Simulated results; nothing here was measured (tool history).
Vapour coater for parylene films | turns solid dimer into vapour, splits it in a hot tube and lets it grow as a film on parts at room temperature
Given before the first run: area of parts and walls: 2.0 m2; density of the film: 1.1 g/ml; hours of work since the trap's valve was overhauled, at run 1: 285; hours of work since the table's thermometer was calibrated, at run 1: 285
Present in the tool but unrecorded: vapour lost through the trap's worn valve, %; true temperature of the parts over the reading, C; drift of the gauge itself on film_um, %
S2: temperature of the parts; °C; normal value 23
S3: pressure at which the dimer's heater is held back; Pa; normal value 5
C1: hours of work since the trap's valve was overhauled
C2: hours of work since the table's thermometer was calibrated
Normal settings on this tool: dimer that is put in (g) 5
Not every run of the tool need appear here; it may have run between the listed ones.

run 1 day=0 | dimer_that_is_put_in_(g)=5 S2=23 S3=5 | C1=285 C2=285 | thickness_of_the_film_(nm)=1640
run 2 day=2.65 | dimer_that_is_put_in_(g)=5 S2=23 S3=5 | C1=323 C2=323 | thickness_of_the_film_(nm)=1620
-- day=4.096 trap's valve overhauled
run 3 day=4.896 | dimer_that_is_put_in_(g)=5 S2=23 S3=5 | C1=11 C2=352 | thickness_of_the_film_(nm)=1630
run 4 day=8.171 | dimer_that_is_put_in_(g)=5 S2=23 S3=5 | C1=58 C2=398 | thickness_of_the_film_(nm)=1670
run 5 day=11.525 | dimer_that_is_put_in_(g)=5 S2=23 S3=5 | C1=105 C2=446 | thickness_of_the_film_(nm)=1660
run 6 day=14.921 | dimer_that_is_put_in_(g)=5 S2=23 S3=5 | C1=153 C2=494 | thickness_of_the_film_(nm)=1630
run 7 day=17.167 | dimer_that_is_put_in_(g)=5 S2=23 S3=5 | C1=185 C2=525 | thickness_of_the_film_(nm)=1680
run 8 day=19.492 | dimer_that_is_put_in_(g)=5 S2=23 S3=5 | C1=218 C2=558 | thickness_of_the_film_(nm)=1660
run 9 day=22.292 | dimer_that_is_put_in_(g)=5 S2=23 S3=5 | C1=257 C2=598 | thickness_of_the_film_(nm)=1620
run 10 day=24.154 | dimer_that_is_put_in_(g)=5 S2=23 S3=5 | C1=283 C2=624 | thickness_of_the_film_(nm)=1650
run 11 day=27.342 | dimer_that_is_put_in_(g)=5 S2=30 S3=5 | C1=328 C2=669 | thickness_of_the_film_(nm)=1240
-- day=28.212 trap's valve overhauled
run 12 day=30.258 | dimer_that_is_put_in_(g)=3 S2=30 S3=6.2 | C1=29 C2=708 | thickness_of_the_film_(nm)=740
run 13 day=33.071 | dimer_that_is_put_in_(g)=5 S2=23 S3=3.67 | C1=69 C2=748 | thickness_of_the_film_(nm)=1760
run 14 day=34.788 | dimer_that_is_put_in_(g)=5 S2=23 S3=3.67 | C1=93 C2=772 | thickness_of_the_film_(nm)=1800
run 15 day=36.462 | dimer_that_is_put_in_(g)=5 S2=22 S3=3.5 | C1=117 C2=795 | thickness_of_the_film_(nm)=1810
run 16 day=39.05 | dimer_that_is_put_in_(g)=5 S2=23 S3=11.69 | C1=153 C2=832 | thickness_of_the_film_(nm)=1380
run 17 day=40.788 | dimer_that_is_put_in_(g)=9 S2=21 S3=5 | C1=178 C2=857 | thickness_of_the_film_(nm)=3240
run 18 day=43.383 | dimer_that_is_put_in_(g)=9 S2=21 S3=5 | C1=214 C2=893 | thickness_of_the_film_(nm)=3190
-- day=44.192 table's thermometer calibrated
run 19 day=45.529 | dimer_that_is_put_in_(g)=5 S2=23 S3=3.02 | C1=244 C2=19 | thickness_of_the_film_(nm)=1870
run 20 day=48.908 | dimer_that_is_put_in_(g)=4 S2=31 S3=2.24 | C1=292 C2=67 | thickness_of_the_film_(nm)=1150
-- day=52.354 trap's valve overhauled
run 21 day=52.354 | dimer_that_is_put_in_(g)=3 S2=18 S3=5 | C1=0 C2=113 | thickness_of_the_film_(nm)=1200

Take each entry between the runs: how does the hidden state at the last listed run before it differ from the hidden state at the first listed run after it?
Between runs 2 and 3: trap's valve overhauled (day 4.096)
  vapour lost through the trap's worn valve, %: 0.6 -> 0
Between runs 11 and 12: trap's valve overhauled (day 28.212)
  vapour lost through the trap's worn valve, %: 0.6 -> 0.1
Between runs 18 and 19: table's thermometer calibrated (day 44.192)
  vapour lost through the trap's worn valve, %: 0.4 -> 0.5; true temperature of the parts over the reading, C: 0.05 -> 0
Between runs 20 and 21: trap's valve overhauled (day 52.354)
  vapour lost through the trap's worn valve, %: 0.5 -> 0
